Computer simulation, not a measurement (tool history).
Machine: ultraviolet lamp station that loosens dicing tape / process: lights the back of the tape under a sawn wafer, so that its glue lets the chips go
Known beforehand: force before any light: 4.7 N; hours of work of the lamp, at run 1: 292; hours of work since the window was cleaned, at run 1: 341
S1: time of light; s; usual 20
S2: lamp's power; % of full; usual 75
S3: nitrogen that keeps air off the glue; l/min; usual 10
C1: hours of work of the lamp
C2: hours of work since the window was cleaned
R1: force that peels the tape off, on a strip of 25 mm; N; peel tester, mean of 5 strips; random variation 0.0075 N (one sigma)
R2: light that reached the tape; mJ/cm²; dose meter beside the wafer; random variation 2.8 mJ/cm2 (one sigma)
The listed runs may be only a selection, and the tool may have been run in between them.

run   hour  S1  S2  S3   C1   C2     R1   R2
  1      0  20  75  10  292  341  0.388  342
       9.5  -- window cleaned of glue's vapour
  2   63.6  20  75  10  329   32  0.338  366
  3  109.1  20  75  10  356   58  0.366  360
  4  153.3  20  75  10  381   84  0.348  356
  5  203.1  20  75  10  411  114  0.369  346
  6    255  20  86  10  441  144  0.271  394
  7  286.5  20  86  10  460  163   0.29  400
  8  326.5  28  86   9  483  186  0.138  543
  9  387.5  28  86   9  519  222  0.142  537
 10  437.8  35  76   3  549  252  0.307  577
 11  472.3  24  98  10  569  272   0.15  514
 12  500.1  12  98   5  585  288  1.084  257
 13  563.2  14  75  10  622  325  0.892  223
     597.4  -- window cleaned of glue's vapour
 14  603.4  14  75  16  646    4   0.62  238

Here are 4 independent what-if runs from the current tool condition. What would each one return?
  A  664.4  20  65   7  681  39   ?   ?
  B  664.4  16  74   8  681  39   ?   ?
  C  664.4  40  75  16  681  39   ?   ?
  D  664.4  14  61  16  681  39   ?   ?

run     R1   R2
  A  0.718  293
  B  0.755  262
  C  0.069  664
  D   0.94  189
The same runs, with their run-to-run variation unchanged, on a tool lacking any hidden condition would have given:
run     R1   R2
  A   0.51  351
  B  0.544  314
  C   0.06  795
  D  0.694  226

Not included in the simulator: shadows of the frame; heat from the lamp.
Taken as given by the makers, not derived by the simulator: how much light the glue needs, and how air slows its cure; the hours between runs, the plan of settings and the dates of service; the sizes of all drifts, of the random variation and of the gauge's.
